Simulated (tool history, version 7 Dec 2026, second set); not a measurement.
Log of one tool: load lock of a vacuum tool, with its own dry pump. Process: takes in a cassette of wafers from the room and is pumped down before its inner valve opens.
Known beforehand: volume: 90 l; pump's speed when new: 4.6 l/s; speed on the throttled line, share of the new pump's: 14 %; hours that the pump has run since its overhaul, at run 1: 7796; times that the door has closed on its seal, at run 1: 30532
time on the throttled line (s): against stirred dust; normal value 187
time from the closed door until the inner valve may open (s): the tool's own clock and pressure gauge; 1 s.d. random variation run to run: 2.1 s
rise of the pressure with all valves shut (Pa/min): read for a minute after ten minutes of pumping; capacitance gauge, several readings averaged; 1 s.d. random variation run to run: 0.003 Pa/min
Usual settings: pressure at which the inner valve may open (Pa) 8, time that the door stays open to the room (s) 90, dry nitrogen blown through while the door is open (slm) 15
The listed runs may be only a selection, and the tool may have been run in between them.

| run | hour | time on the throttled line (s) | pressure at which the inner valve may open (Pa) | time that the door stays open to the room (s) | dry nitrogen blown through while the door is open (slm) | hours that the pump has run since its overhaul | times that the door has closed on its seal | incoming humidity of the room's air, % | time from the closed door until the inner valve may open (s) | rise of the pressure with all valves shut (Pa/min) |
|---|---|---|---|---|---|---|---|---|---|---|
| 1 | 0.0 | 187 | 8 | 90 | 15 | 7796 | 30532 | 46.4 | 368.5 | 0.228 |
| 2 | 315.9 | 187 | 8 | 90 | 15 | 8112 | 31864 | 42.4 | 366.5 | 0.238 |
| 3 | 559.0 | 187 | 8 | 90 | 15 | 8355 | 32889 | 43.1 | 365.7 | 0.242 |
| 4 | 961.7 | 187 | 8 | 90 | 15 | 8758 | 34588 | 42.4 | 367.5 | 0.270 |
| 5 | 1331.0 | 187 | 8 | 90 | 15 | 9127 | 36145 | 44.6 | 371.5 | 0.279 |
| 6 | 1622.4 | 121 | 8 | 90 | 15 | 9418 | 37374 | 47.0 | 313.9 | 0.296 |
| 7 | 1927.8 | 121 | 8 | 90 | 15 | 9724 | 38662 | 47.7 | 318.3 | 0.309 |
| 8 | 2286.7 | 187 | 14 | 90 | 15 | 10083 | 40175 | 44.8 | 358.9 | 0.319 |
| 9 | 2669.4 | 187 | 14 | 90 | 15 | 10465 | 41790 | 46.1 | 356.8 | 0.338 |
| 10 | 3147.6 | 187 | 14 | 51 | 15 | 10944 | 43806 | 45.4 | 360.9 | 0.349 |
| 11 | 3627.6 | 187 | 14 | 51 | 15 | 11424 | 45831 | 43.5 | 362.0 | 0.370 |
| 12 | 4133.1 | 187 | 14 | 51 | 15 | 11929 | 47963 | 44.0 | 364.3 | 0.405 |
| 13 | 4566.6 | 187 | 14 | 51 | 15 | 12363 | 49791 | 45.1 | 369.2 | 0.429 |
| 14 | 5064.0 | 187 | 8 | 26 | 15 | 12860 | 51889 | 44.5 | 383.8 | 0.439 |
| 15 | 5366.2 | 98 | 8 | 90 | 15 | 13162 | 53163 | 48.0 | 308.8 | 0.487 |
| 16 | 5648.3 | 98 | 6 | 90 | 15 | 13444 | 54353 | 47.2 | 322.1 | 0.496 |
| 17 | 6087.9 | 187 | 8 | 90 | 15 | 13884 | 56207 | 42.2 | 390.8 | 0.524 |
|  | 6165.4 | door's seal changed, seat wiped |
| 18 | 6553.0 | 187 | 8 | 90 | 35 | 14347 | 1635 | 44.9 | 388.4 | 0.040 |
| 19 | 6994.7 | 187 | 8 | 90 | 35 | 14789 | 3498 | 43.4 | 387.1 | 0.044 |
| 20 | 7220.5 | 187 | 8 | 90 | 35 | 15015 | 4450 | 45.5 | 388.0 | 0.049 |
| 21 | 7488.5 | 187 | 8 | 90 | 35 | 15283 | 5580 | 46.0 | 389.9 | 0.053 |
| 22 | 7828.0 | 129 | 6 | 43 | 8 | 15622 | 7012 | 45.4 | 355.1 | 0.072 |
| 23 | 8283.0 | 187 | 8 | 163 | 7 | 16077 | 8931 | 44.3 | 392.4 | 0.105 |
| 24 | 8501.0 | 187 | 8 | 163 | 7 | 16295 | 9850 | 44.2 | 388.7 | 0.108 |
| 25 | 8956.9 | 187 | 8 | 163 | 7 | 16751 | 11773 | 44.7 | 395.0 | 0.124 |
| 26 | 9320.5 | 187 | 8 | 163 | 7 | 17115 | 13307 | 45.1 | 399.6 | 0.129 |
| 27 | 9652.9 | 369 | 14 | 158 | 6 | 17447 | 14708 | 43.4 | 535.9 | 0.132 |
| 28 | 10008.0 | 372 | 6 | 51 | 4 | 17802 | 16206 | 45.6 | 562.2 | 0.123 |
| 29 | 10471.7 | 341 | 6 | 51 | 14 | 18266 | 18162 | 44.9 | 535.1 | 0.127 |
| 30 | 10782.1 | 115 | 6 | 51 | 14 | 18577 | 19471 | 41.6 | 352.7 | 0.125 |
| 31 | 11005.7 | 115 | 6 | 51 | 14 | 18800 | 20414 | 42.6 | 349.4 | 0.136 |
| 32 | 11301.8 | 164 | 6 | 90 | 15 | 19096 | 21663 | 46.4 | 396.0 | 0.150 |
|  | 11458.4 | dry pump taken out, an overhauled one fitted |
| 33 | 11640.9 | 164 | 6 | 90 | 15 | 183 | 23067 | 43.2 | 331.8 | 0.156 |
| 34 | 11955.4 | 187 | 7 | 90 | 5 | 497 | 24394 | 46.7 | 348.1 | 0.190 |
| 35 | 12262.9 | 181 | 14 | 168 | 17 | 805 | 25691 | 46.3 | 329.2 | 0.195 |
| 36 | 12552.3 | 181 | 14 | 168 | 17 | 1094 | 26911 | 43.4 | 333.4 | 0.196 |

How the hidden state differs across the entries between the runs, from the last listed run before each to the first after it:
From run 17 to run 18: door's seal changed, seat wiped (hour 6165.4)
  pump's speed, % of a new pump's: 79.5 -> 78.9; leak at the door's seal, Pa l/s: 0.705 -> 0.0086
  measured value less the no-hidden-state value, time from the closed door until the inner valve may open (s): +42.0 -> +42.4; rise of the pressure with all valves shut (Pa/min): +0.474 -> +0.005
From run 32 to run 33: dry pump taken out, an overhauled one fitted (hour 11458.4)
  pump's speed, % of a new pump's: 72.3 -> 99.4; leak at the door's seal, Pa l/s: 0.1524 -> 0.1681
  measured value less the no-hidden-state value, time from the closed door until the inner valve may open (s): +64.7 -> +1.1; rise of the pressure with all valves shut (Pa/min): +0.100 -> +0.109
